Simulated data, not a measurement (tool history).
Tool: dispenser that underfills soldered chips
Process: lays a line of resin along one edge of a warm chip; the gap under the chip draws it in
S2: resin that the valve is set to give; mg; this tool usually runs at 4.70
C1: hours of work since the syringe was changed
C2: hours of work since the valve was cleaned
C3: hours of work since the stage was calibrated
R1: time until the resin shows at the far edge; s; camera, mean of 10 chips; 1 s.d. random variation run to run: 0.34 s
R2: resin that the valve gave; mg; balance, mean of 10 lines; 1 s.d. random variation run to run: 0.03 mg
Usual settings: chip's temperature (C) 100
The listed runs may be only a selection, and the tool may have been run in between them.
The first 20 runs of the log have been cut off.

At hour 195.7: new syringe of resin.
At hour 203.8: dispensing valve cleaned and set on the balance.
Run 21, hour 205.1: usual settings but chip's temperature (C) 111, S2 4.61 mg; C1 6; C2 1; C3 340. Result: R1 14.2 s, R2 4.59 mg.
At hour 208.1: new syringe of resin.
Run 22, hour 217.7: usual settings but chip's temperature (C) 111, S2 5.98 mg; C1 6; C2 9; C3 348. Result: R1 14.3 s, R2 5.87 mg.
At hour 219.1: new syringe of resin.
Run 23, hour 226.3: usual settings but chip's temperature (C) 87, S2 4.82 mg; C1 5; C2 15; C3 354. Result: R1 25.3 s, R2 4.78 mg.
At hour 230.5: new syringe of resin.
Run 24, hour 235.9: usual settings but chip's temperature (C) 87, S2 4.82 mg; C1 4; C2 21; C3 360. Result: R1 23.7 s, R2 4.72 mg.
At hour 242.0: new syringe of resin.
Run 25, hour 248.8: usual settings but chip's temperature (C) 109; C1 5; C2 30; C3 368. Result: R1 14.2 s, R2 4.61 mg.
At hour 253.4: new syringe of resin.
Run 26, hour 260.6: usual settings but chip's temperature (C) 109; C1 5; C2 37; C3 376. Result: R1 14.1 s, R2 4.55 mg.
At hour 264.6: new syringe of resin.
Run 27, hour 269.7: usual settings but chip's temperature (C) 109; C1 3; C2 43; C3 382. Result: R1 13.6 s, R2 4.53 mg.
At hour 275.2: new syringe of resin.
Run 28, hour 283.3: usual settings but chip's temperature (C) 109; C1 5; C2 52; C3 391. Result: R1 14.5 s, R2 4.48 mg.
At hour 286.4: new syringe of resin.
Run 29, hour 289.3: usual settings but chip's temperature (C) 90, S2 6.10 mg; C1 2; C2 56; C3 395. Result: R1 21.0 s, R2 5.89 mg.
At hour 295.0: dispensing valve cleaned and set on the balance.
At hour 298.8: new syringe of resin.
Run 30, hour 301.3: usual settings but chip's temperature (C) 95, S2 5.33 mg; C1 2; C2 4; C3 402. Result: R1 18.1 s, R2 5.27 mg.
At hour 310.4: new syringe of resin.
Run 31, hour 312.8: usual settings but chip's temperature (C) 110, S2 4.59 mg; C1 2; C2 12; C3 410. Result: R1 11.9 s, R2 4.52 mg.
At hour 322.0: new syringe of resin.
Run 32, hour 323.4: usual settings but chip's temperature (C) 110, S2 4.59 mg; C1 1; C2 19; C3 417. Result: R1 11.6 s, R2 4.53 mg.
Run 33, hour 329.2: usual settings but chip's temperature (C) 92, S2 4.71 mg; C1 5; C2 23; C3 421. Result: R1 23.2 s, R2 4.64 mg.
At hour 333.0: new syringe of resin.
Run 34, hour 340.9: usual settings but chip's temperature (C) 92, S2 4.71 mg; C1 5; C2 30; C3 428. Result: R1 23.0 s, R2 4.64 mg.

Branching from run 34: 4 alternative next runs. What would each branch give?
At hour 344.2: new syringe of resin.
At hour 355.1: new syringe of resin.
Run A, hour 355.1: usual settings but chip's temperature (C) 113, S2 6.00 mg; C1 0; C2 39; C3 437. Result: R1 ?, R2 ?.
At hour 344.2: new syringe of resin.
At hour 355.1: new syringe of resin.
Run B, hour 355.1: usual settings but chip's temperature (C) 92, S2 6.01 mg; C1 0; C2 39; C3 437. Result: R1 ?, R2 ?.
At hour 344.2: new syringe of resin.
At hour 355.1: new syringe of resin.
Run C, hour 355.1: usual settings but chip's temperature (C) 104; C1 0; C2 39; C3 437. Result: R1 ?, R2 ?.
At hour 344.2: new syringe of resin.
At hour 355.1: new syringe of resin.
Run D, hour 355.1: usual settings but chip's temperature (C) 102, S2 4.71 mg; C1 0; C2 39; C3 437. Result: R1 ?, R2 ?.

run    R1    R2
  A  10.8  5.83
  B  18.2  5.89
  C  13.8  4.58
  D  14.3  4.58
Had the tool no hidden state, the same runs would have come out as:
run    R1    R2
  A  11.0  6.00
  B  18.7  6.06
  C  14.1  4.71
  D  14.7  4.71
